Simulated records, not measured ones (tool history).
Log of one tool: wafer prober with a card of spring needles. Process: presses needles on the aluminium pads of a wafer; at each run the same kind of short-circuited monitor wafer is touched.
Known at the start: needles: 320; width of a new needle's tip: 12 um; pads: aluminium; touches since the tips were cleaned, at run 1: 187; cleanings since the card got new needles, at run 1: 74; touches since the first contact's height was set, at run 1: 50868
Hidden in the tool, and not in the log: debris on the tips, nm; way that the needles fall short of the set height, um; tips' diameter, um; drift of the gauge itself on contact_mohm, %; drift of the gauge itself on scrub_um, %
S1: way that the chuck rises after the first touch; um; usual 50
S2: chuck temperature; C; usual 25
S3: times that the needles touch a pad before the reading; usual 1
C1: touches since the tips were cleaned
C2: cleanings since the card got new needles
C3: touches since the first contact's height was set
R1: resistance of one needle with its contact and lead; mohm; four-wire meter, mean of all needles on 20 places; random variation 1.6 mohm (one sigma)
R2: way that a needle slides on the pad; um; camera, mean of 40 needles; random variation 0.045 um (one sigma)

{"run": 1, "hour": 0.0, "S1": 50, "S2": 25, "S3": 1, "C1": 187, "C2": 74, "C3": 50868, "R1": 177, "R2": 7.3}
{"hour": 4.2, "done": "tips cleaned on abrasive film"}
{"hour": 9.3, "done": "tips cleaned on abrasive film"}
{"hour": 13.5, "done": "tips cleaned on abrasive film"}
{"hour": 18.7, "done": "tips cleaned on abrasive film"}
{"hour": 23.9, "done": "tips cleaned on abrasive film"}
{"hour": 29.1, "done": "tips cleaned on abrasive film"}
{"hour": 33.2, "done": "tips cleaned on abrasive film"}
{"hour": 38.4, "done": "tips cleaned on abrasive film"}
{"hour": 42.6, "done": "tips cleaned on abrasive film"}
{"hour": 47.7, "done": "tips cleaned on abrasive film"}
{"hour": 52.9, "done": "tips cleaned on abrasive film"}
{"hour": 58.1, "done": "tips cleaned on abrasive film"}
{"hour": 62.3, "done": "tips cleaned on abrasive film"}
{"hour": 67.5, "done": "tips cleaned on abrasive film"}
{"hour": 72.6, "done": "tips cleaned on abrasive film"}
{"hour": 76.0, "done": "height of the first contact set anew"}
{"hour": 78.1, "done": "tips cleaned on abrasive film"}
{"hour": 82.3, "done": "tips cleaned on abrasive film"}
{"hour": 87.5, "done": "tips cleaned on abrasive film"}
{"hour": 92.6, "done": "tips cleaned on abrasive film"}
{"run": 2, "hour": 95.3, "S1": 50, "S2": 25, "S3": 1, "C1": 2091, "C2": 93, "C3": 14761, "R1": 243, "R2": 7.45}
{"hour": 97.5, "done": "tips cleaned on abrasive film"}
{"hour": 102.6, "done": "tips cleaned on abrasive film"}
{"hour": 106.8, "done": "tips cleaned on abrasive film"}
{"hour": 112.0, "done": "tips cleaned on abrasive film"}
{"hour": 116.2, "done": "tips cleaned on abrasive film"}
{"hour": 121.3, "done": "tips cleaned on abrasive film"}
{"hour": 125.5, "done": "tips cleaned on abrasive film"}
{"hour": 129.7, "done": "tips cleaned on abrasive film"}
{"hour": 134.8, "done": "tips cleaned on abrasive film"}
{"hour": 139.0, "done": "tips cleaned on abrasive film"}
{"hour": 144.2, "done": "tips cleaned on abrasive film"}
{"hour": 148.4, "done": "tips cleaned on abrasive film"}
{"hour": 153.5, "done": "tips cleaned on abrasive film"}
{"hour": 157.7, "done": "tips cleaned on abrasive film"}
{"hour": 162.9, "done": "tips cleaned on abrasive film"}
{"hour": 168.1, "done": "tips cleaned on abrasive film"}
{"hour": 173.2, "done": "tips cleaned on abrasive film"}
{"run": 3, "hour": 177.3, "S1": 50, "S2": 25, "S3": 1, "C1": 3121, "C2": 110, "C3": 77274, "R1": 277, "R2": 7.19}
{"hour": 178.4, "done": "tips cleaned on abrasive film"}
{"hour": 182.5, "done": "tips cleaned on abrasive film"}
{"hour": 187.7, "done": "tips cleaned on abrasive film"}
{"hour": 191.9, "done": "tips cleaned on abrasive film"}
{"hour": 197.1, "done": "tips cleaned on abrasive film"}
{"hour": 201.2, "done": "tips cleaned on abrasive film"}
{"hour": 206.4, "done": "tips cleaned on abrasive film"}
{"hour": 211.6, "done": "tips cleaned on abrasive film"}
{"hour": 216.8, "done": "tips cleaned on abrasive film"}
{"hour": 218.1, "done": "height of the first contact set anew"}
{"hour": 222.2, "done": "tips cleaned on abrasive film"}
{"run": 4, "hour": 222.7, "S1": 50, "S2": 25, "S3": 1, "C1": 373, "C2": 120, "C3": 3541, "R1": 190, "R2": 7.56}
{"hour": 226.9, "done": "tips cleaned on abrasive film"}
{"hour": 231.1, "done": "tips cleaned on abrasive film"}
{"hour": 236.2, "done": "tips cleaned on abrasive film"}
{"hour": 241.4, "done": "tips cleaned on abrasive film"}
{"hour": 246.6, "done": "tips cleaned on abrasive film"}
{"hour": 251.8, "done": "tips cleaned on abrasive film"}
{"hour": 257.0, "done": "tips cleaned on abrasive film"}
{"hour": 262.1, "done": "tips cleaned on abrasive film"}
{"hour": 266.6, "done": "tips cleaned on abrasive film"}
{"run": 5, "hour": 266.6, "S1": 50, "S2": 35, "S3": 1, "C1": 0, "C2": 129, "C3": 37031, "R1": 173, "R2": 7.41}
{"hour": 270.8, "done": "tips cleaned on abrasive film"}
{"hour": 274.9, "done": "tips cleaned on abrasive film"}
{"hour": 280.1, "done": "tips cleaned on abrasive film"}
{"hour": 285.3, "done": "tips cleaned on abrasive film"}
{"hour": 289.5, "done": "tips cleaned on abrasive film"}
{"hour": 293.6, "done": "tips cleaned on abrasive film"}
{"hour": 297.8, "done": "tips cleaned on abrasive film"}
{"hour": 303.0, "done": "tips cleaned on abrasive film"}
{"hour": 308.2, "done": "tips cleaned on abrasive film"}
{"hour": 312.3, "done": "tips cleaned on abrasive film"}
{"hour": 316.5, "done": "tips cleaned on abrasive film"}
{"hour": 321.7, "done": "tips cleaned on abrasive film"}
{"hour": 325.9, "done": "tips cleaned on abrasive film"}
{"run": 6, "hour": 325.9, "S1": 50, "S2": 35, "S3": 1, "C1": 0, "C2": 142, "C3": 82257, "R1": 172, "R2": 7.15}
{"hour": 331.1, "done": "tips cleaned on abrasive film"}
{"hour": 336.3, "done": "tips cleaned on abrasive film"}
{"hour": 340.5, "done": "tips cleaned on abrasive film"}
{"hour": 344.6, "done": "tips cleaned on abrasive film"}
{"hour": 348.8, "done": "tips cleaned on abrasive film"}
{"hour": 354.0, "done": "tips cleaned on abrasive film"}
{"hour": 358.1, "done": "tips cleaned on abrasive film"}
{"hour": 360.5, "done": "height of the first contact set anew"}
{"hour": 363.6, "done": "tips cleaned on abrasive film"}
{"hour": 367.8, "done": "tips cleaned on abrasive film"}
{"hour": 373.0, "done": "tips cleaned on abrasive film"}
{"hour": 377.1, "done": "tips cleaned on abrasive film"}
{"hour": 382.3, "done": "tips cleaned on abrasive film"}
{"run": 7, "hour": 384.3, "S1": 50, "S2": 35, "S3": 1, "C1": 1523, "C2": 154, "C3": 18153, "R1": 238, "R2": 7.46}
{"hour": 387.4, "done": "tips cleaned on abrasive film"}
{"hour": 392.6, "done": "tips cleaned on abrasive film"}
{"hour": 397.8, "done": "tips cleaned on abrasive film"}
{"hour": 403.0, "done": "tips cleaned on abrasive film"}
{"hour": 407.1, "done": "tips cleaned on abrasive film"}
{"hour": 412.3, "done": "tips cleaned on abrasive film"}
{"hour": 417.5, "done": "tips cleaned on abrasive film"}
{"hour": 429.5, "done": "card fitted with new needles"}
{"hour": 434.7, "done": "tips cleaned on abrasive film"}
{"hour": 438.8, "done": "tips cleaned on abrasive film"}
{"hour": 444.0, "done": "tips cleaned on abrasive film"}
{"hour": 448.5, "done": "tips cleaned on abrasive film"}
{"run": 8, "hour": 448.5, "S1": 54, "S2": 99, "S3": 2, "C1": 0, "C2": 4, "C3": 14465, "R1": 174, "R2": 8.03}
{"hour": 452.6, "done": "tips cleaned on abrasive film"}
{"hour": 457.8, "done": "tips cleaned on abrasive film"}
{"hour": 462.0, "done": "tips cleaned on abrasive film"}
{"hour": 467.1, "done": "tips cleaned on abrasive film"}
{"hour": 471.3, "done": "tips cleaned on abrasive film"}
{"hour": 475.5, "done": "tips cleaned on abrasive film"}
{"hour": 480.7, "done": "tips cleaned on abrasive film"}
{"hour": 484.8, "done": "tips cleaned on abrasive film"}
{"hour": 490.0, "done": "tips cleaned on abrasive film"}
{"hour": 495.1, "done": "tips cleaned on abrasive film"}
{"run": 9, "hour": 495.1, "S1": 54, "S2": 47, "S3": 2, "C1": 0, "C2": 14, "C3": 50042, "R1": 164, "R2": 7.92}
{"hour": 500.3, "done": "tips cleaned on abrasive film"}
{"hour": 505.5, "done": "tips cleaned on abrasive film"}
{"hour": 510.6, "done": "tips cleaned on abrasive film"}
{"hour": 515.8, "done": "tips cleaned on abrasive film"}
{"hour": 520.0, "done": "tips cleaned on abrasive film"}
{"hour": 524.2, "done": "tips cleaned on abrasive film"}
{"hour": 528.3, "done": "tips cleaned on abrasive film"}
{"hour": 533.5, "done": "tips cleaned on abrasive film"}
{"hour": 537.7, "done": "tips cleaned on abrasive film"}
{"hour": 542.9, "done": "tips cleaned on abrasive film"}
{"hour": 547.0, "done": "tips cleaned on abrasive film"}
{"hour": 552.2, "done": "tips cleaned on abrasive film"}
{"hour": 556.4, "done": "tips cleaned on abrasive film"}
{"hour": 561.5, "done": "tips cleaned on abrasive film"}
{"hour": 565.7, "done": "tips cleaned on abrasive film"}
{"hour": 570.9, "done": "tips cleaned on abrasive film"}
{"hour": 572.2, "done": "height of the first contact set anew"}
{"hour": 575.4, "done": "tips cleaned on abrasive film"}
{"hour": 580.5, "done": "tips cleaned on abrasive film"}
{"hour": 584.7, "done": "tips cleaned on abrasive film"}
{"hour": 589.9, "done": "tips cleaned on abrasive film"}
{"run": 10, "hour": 593.5, "S1": 54, "S2": 72, "S3": 2, "C1": 2806, "C2": 34, "C3": 16268, "R1": 200, "R2": 8.08}
{"hour": 594.6, "done": "tips cleaned on abrasive film"}
{"hour": 598.8, "done": "tips cleaned on abrasive film"}
{"hour": 602.9, "done": "tips cleaned on abrasive film"}
{"hour": 608.1, "done": "tips cleaned on abrasive film"}
{"hour": 613.3, "done": "tips cleaned on abrasive film"}
{"hour": 617.5, "done": "tips cleaned on abrasive film"}
{"hour": 622.6, "done": "tips cleaned on abrasive film"}
{"hour": 626.8, "done": "tips cleaned on abrasive film"}
{"hour": 631.0, "done": "tips cleaned on abrasive film"}
{"hour": 636.1, "done": "tips cleaned on abrasive film"}
{"run": 11, "hour": 638.7, "S1": 47, "S2": 25, "S3": 1, "C1": 2022, "C2": 44, "C3": 50756, "R1": 232, "R2": 6.89}
{"hour": 640.9, "done": "tips cleaned on abrasive film"}
{"hour": 646.1, "done": "tips cleaned on abrasive film"}
{"hour": 650.2, "done": "tips cleaned on abrasive film"}
{"hour": 655.4, "done": "tips cleaned on abrasive film"}
{"hour": 660.6, "done": "tips cleaned on abrasive film"}
{"hour": 665.8, "done": "tips cleaned on abrasive film"}
{"hour": 669.9, "done": "tips cleaned on abrasive film"}
{"hour": 675.1, "done": "tips cleaned on abrasive film"}
{"hour": 679.3, "done": "tips cleaned on abrasive film"}
{"hour": 683.4, "done": "tips cleaned on abrasive film"}
{"hour": 688.6, "done": "tips cleaned on abrasive film"}
{"hour": 692.8, "done": "tips cleaned on abrasive film"}
{"hour": 698.0, "done": "tips cleaned on abrasive film"}
{"hour": 702.1, "done": "tips cleaned on abrasive film"}
{"hour": 707.3, "done": "tips cleaned on abrasive film"}
{"run": 12, "hour": 711.3, "S1": 49, "S2": 25, "S3": 1, "C1": 3140, "C2": 59, "C3": 106161, "R1": 257, "R2": 6.81}
{"hour": 712.5, "done": "tips cleaned on abrasive film"}
{"hour": 714.8, "done": "height of the first contact set anew"}
{"hour": 716.9, "done": "tips cleaned on abrasive film"}
{"hour": 722.1, "done": "tips cleaned on abrasive film"}
{"hour": 727.3, "done": "tips cleaned on abrasive film"}
{"hour": 731.5, "done": "tips cleaned on abrasive film"}
{"hour": 736.6, "done": "tips cleaned on abrasive film"}
{"hour": 740.8, "done": "tips cleaned on abrasive film"}
{"hour": 746.0, "done": "tips cleaned on abrasive film"}
{"hour": 750.1, "done": "tips cleaned on abrasive film"}
{"hour": 755.3, "done": "tips cleaned on abrasive film"}
{"hour": 760.5, "done": "tips cleaned on abrasive film"}
{"hour": 765.7, "done": "tips cleaned on abrasive film"}
{"hour": 770.9, "done": "tips cleaned on abrasive film"}
{"hour": 776.1, "done": "tips cleaned on abrasive film"}
{"hour": 781.2, "done": "tips cleaned on abrasive film"}
{"hour": 786.4, "done": "tips cleaned on abrasive film"}
{"hour": 791.6, "done": "tips cleaned on abrasive film"}
{"run": 13, "hour": 795.1, "S1": 53, "S2": 25, "S3": 1, "C1": 2721, "C2": 76, "C3": 61321, "R1": 243, "R2": 7.65}
{"hour": 796.2, "done": "tips cleaned on abrasive film"}
{"hour": 800.4, "done": "tips cleaned on abrasive film"}
{"hour": 804.5, "done": "tips cleaned on abrasive film"}
{"hour": 809.7, "done": "tips cleaned on abrasive film"}
{"hour": 813.9, "done": "tips cleaned on abrasive film"}
{"hour": 818.0, "done": "tips cleaned on abrasive film"}
{"hour": 823.2, "done": "tips cleaned on abrasive film"}
{"hour": 827.4, "done": "tips cleaned on abrasive film"}
{"hour": 832.6, "done": "tips cleaned on abrasive film"}
{"hour": 837.8, "done": "tips cleaned on abrasive film"}
{"run": 14, "hour": 838.7, "S1": 48, "S2": 45, "S3": 2, "C1": 724, "C2": 86, "C3": 94514, "R1": 189, "R2": 6.82}

5 ways to go on from here, each from the tool as it stands after run 14. What would each give?
{"hour": 842.8, "done": "tips cleaned on abrasive film"}
{"hour": 848.0, "done": "tips cleaned on abrasive film"}
{"hour": 852.2, "done": "tips cleaned on abrasive film"}
{"hour": 856.4, "done": "tips cleaned on abrasive film"}
{"hour": 857.7, "done": "height of the first contact set anew"}
{"hour": 861.8, "done": "tips cleaned on abrasive film"}
{"hour": 867.0, "done": "tips cleaned on abrasive film"}
{"hour": 872.2, "done": "tips cleaned on abrasive film"}
{"hour": 877.4, "done": "tips cleaned on abrasive film"}
{"hour": 881.6, "done": "tips cleaned on abrasive film"}
{"run": "A", "hour": 881.6, "S1": 67, "S2": 27, "S3": 3, "C1": 0, "C2": 95, "C3": 18227, "R1": "?", "R2": "?"}
{"hour": 842.8, "done": "tips cleaned on abrasive film"}
{"hour": 848.0, "done": "tips cleaned on abrasive film"}
{"hour": 852.2, "done": "tips cleaned on abrasive film"}
{"hour": 856.4, "done": "tips cleaned on abrasive film"}
{"hour": 857.7, "done": "height of the first contact set anew"}
{"hour": 861.8, "done": "tips cleaned on abrasive film"}
{"hour": 867.0, "done": "tips cleaned on abrasive film"}
{"hour": 872.2, "done": "tips cleaned on abrasive film"}
{"hour": 877.4, "done": "tips cleaned on abrasive film"}
{"hour": 881.6, "done": "tips cleaned on abrasive film"}
{"run": "B", "hour": 881.6, "S1": 48, "S2": 97, "S3": 2, "C1": 0, "C2": 95, "C3": 18227, "R1": "?", "R2": "?"}
{"hour": 842.8, "done": "tips cleaned on abrasive film"}
{"hour": 848.0, "done": "tips cleaned on abrasive film"}
{"hour": 852.2, "done": "tips cleaned on abrasive film"}
{"hour": 856.4, "done": "tips cleaned on abrasive film"}
{"hour": 857.7, "done": "height of the first contact set anew"}
{"hour": 861.8, "done": "tips cleaned on abrasive film"}
{"hour": 867.0, "done": "tips cleaned on abrasive film"}
{"hour": 872.2, "done": "tips cleaned on abrasive film"}
{"hour": 877.4, "done": "tips cleaned on abrasive film"}
{"hour": 881.6, "done": "tips cleaned on abrasive film"}
{"run": "C", "hour": 881.6, "S1": 58, "S2": 45, "S3": 2, "C1": 0, "C2": 95, "C3": 18227, "R1": "?", "R2": "?"}
{"hour": 842.8, "done": "tips cleaned on abrasive film"}
{"hour": 848.0, "done": "tips cleaned on abrasive film"}
{"hour": 852.2, "done": "tips cleaned on abrasive film"}
{"hour": 856.4, "done": "tips cleaned on abrasive film"}
{"hour": 857.7, "done": "height of the first contact set anew"}
{"hour": 861.8, "done": "tips cleaned on abrasive film"}
{"hour": 867.0, "done": "tips cleaned on abrasive film"}
{"hour": 872.2, "done": "tips cleaned on abrasive film"}
{"hour": 877.4, "done": "tips cleaned on abrasive film"}
{"hour": 881.6, "done": "tips cleaned on abrasive film"}
{"run": "D", "hour": 881.6, "S1": 46, "S2": 61, "S3": 1, "C1": 0, "C2": 95, "C3": 18227, "R1": "?", "R2": "?"}
{"hour": 842.8, "done": "tips cleaned on abrasive film"}
{"hour": 848.0, "done": "tips cleaned on abrasive film"}
{"hour": 852.2, "done": "tips cleaned on abrasive film"}
{"hour": 856.4, "done": "tips cleaned on abrasive film"}
{"hour": 857.7, "done": "height of the first contact set anew"}
{"hour": 861.8, "done": "tips cleaned on abrasive film"}
{"hour": 867.0, "done": "tips cleaned on abrasive film"}
{"hour": 872.2, "done": "tips cleaned on abrasive film"}
{"hour": 877.4, "done": "tips cleaned on abrasive film"}
{"hour": 881.6, "done": "tips cleaned on abrasive film"}
{"run": "E", "hour": 881.6, "S1": 33, "S2": 56, "S3": 1, "C1": 0, "C2": 95, "C3": 18227, "R1": "?", "R2": "?"}

run=A R1=158 R2=10.05
run=B R1=179 R2=7.11
run=C R1=166 R2=8.6
run=D R1=177 R2=6.9
run=E R1=191 R2=4.84
Without the tool's hidden state the same runs would have given:
run=A R1=154 R2=10.15
run=B R1=170 R2=7.21
run=C R1=160 R2=8.7
run=D R1=167 R2=7
run=E R1=173 R2=4.94

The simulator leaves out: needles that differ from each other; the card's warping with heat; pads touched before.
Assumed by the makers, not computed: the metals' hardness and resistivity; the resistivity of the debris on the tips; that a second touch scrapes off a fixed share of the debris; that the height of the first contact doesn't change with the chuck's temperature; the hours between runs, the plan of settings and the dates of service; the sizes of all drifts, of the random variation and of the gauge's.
